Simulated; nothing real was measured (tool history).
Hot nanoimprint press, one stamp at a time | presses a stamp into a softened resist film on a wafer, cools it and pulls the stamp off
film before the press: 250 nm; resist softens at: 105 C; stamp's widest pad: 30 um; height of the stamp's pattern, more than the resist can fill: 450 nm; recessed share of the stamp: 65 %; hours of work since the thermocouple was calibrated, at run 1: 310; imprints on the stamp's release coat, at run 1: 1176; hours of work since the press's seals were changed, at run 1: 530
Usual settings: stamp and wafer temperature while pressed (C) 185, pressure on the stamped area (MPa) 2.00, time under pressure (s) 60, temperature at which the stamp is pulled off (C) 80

run     day  stamp and wafer temperature while pressed (C)  pressure on the stamped area (MPa)  time under pressure (s)  temperature at which the stamp is pulled off (C)  hours of work since the thermocouple was calibrated  imprints on the stamp's release coat  hours of work since the press's seals were changed  resist left under the stamp's widest pad (Å)  greatest force while the stamp is pulled off (N)
  1   0.000                                            185                                2.00                       60                                                80                                                  310                                  1176                                                 530                                          1086                                               217
  2   1.167                                            185                                2.00                       30                                                80                                                  328                                  1308                                                 548                                          1395                                               223
  3   1.696                                            185                                2.00                       30                                                83                                                  336                                  1368                                                 557                                          1389                                               205
      2.625  -- stamp cleaned and given a new release coat
  4   2.917                                            185                                2.00                       30                                                83                                                  351                                    33                                                 572                                          1389                                               159
  5   4.138                                            185                                2.00                       58                                                80                                                  371                                   171                                                 591                                          1120                                               180
  6   5.396                                            185                                2.00                       58                                                80                                                  390                                   314                                                 611                                          1120                                               187
  7   6.383                                            185                                2.00                       58                                                80                                                  406                                   426                                                 626                                          1109                                               196
  8   7.633                                            185                                2.00                       58                                                80                                                  426                                   567                                                 646                                          1127                                               196
  9   8.362                                            185                                2.00                       58                                                80                                                  437                                   650                                                 657                                          1132                                               200
 10   9.392                                            185                                2.00                       60                                                80                                                  453                                   767                                                 674                                          1119                                               204
 11  10.571                                            185                                2.00                       47                                                80                                                  472                                   900                                                 692                                          1207                                               212
 12  11.354                                            185                                2.00                       47                                                80                                                  484                                   989                                                 704                                          1213                                               219
 13  12.038                                            185                                2.00                       47                                                80                                                  495                                  1066                                                 715                                          1220                                               209
 14  12.925                                            185                                2.00                       60                                                80                                                  509                                  1167                                                 729                                          1120                                               221
     13.500  -- plate thermocouple calibrated
 15  14.271                                            185                                2.00                       60                                                67                                                   12                                  1305                                                 748                                          1050                                               294
 16  14.817                                            189                                2.00                      117                                                80                                                   21                                  1367                                                 757                                           707                                               205
 17  15.433                                            189                                2.00                      117                                                80                                                   30                                  1437                                                 767                                           713                                               224
     15.742  -- stamp cleaned and given a new release coat
 18  16.629                                            176                                3.10                       59                                                85                                                   45                                   101                                                 781                                          1175                                               146
 19  17.346                                            176                                3.10                       59                                                85                                                   56                                   182                                                 793                                          1189                                               149
 20  18.454                                            176                                3.10                       59                                                85                                                   74                                   308                                                 810                                          1192                                               158
 21  19.646                                            177                                2.10                       53                                                80                                                   93                                   443                                                 829                                          1421                                               185
 22  20.288                                            195                                1.59                       53                                                80                                                  103                                   515                                                 839                                           922                                               185
 23  20.854                                            174                                2.97                       60                                                81                                                  112                                   579                                                 848                                          1299                                               184
 24  21.954                                            188                                2.00                       60                                                80                                                  129                                   704                                                 865                                           988                                               192
 25  23.054                                            188                                2.00                       60                                                80                                                  146                                   828                                                 882                                           980                                               195

Run 26 comes next. What will it give?
 26  24.104                                            183                                3.12                       33                                                72                                                  163                                   948                                                 899                                             ?                                                 ?

Run 26 gave resist left under the stamp's widest pad (Å) 1190, greatest force while the stamp is pulled off (N) 250.
Without the tool's hidden state the same run would have given resist left under the stamp's widest pad (Å) 1136, greatest force while the stamp is pulled off (N) 205.
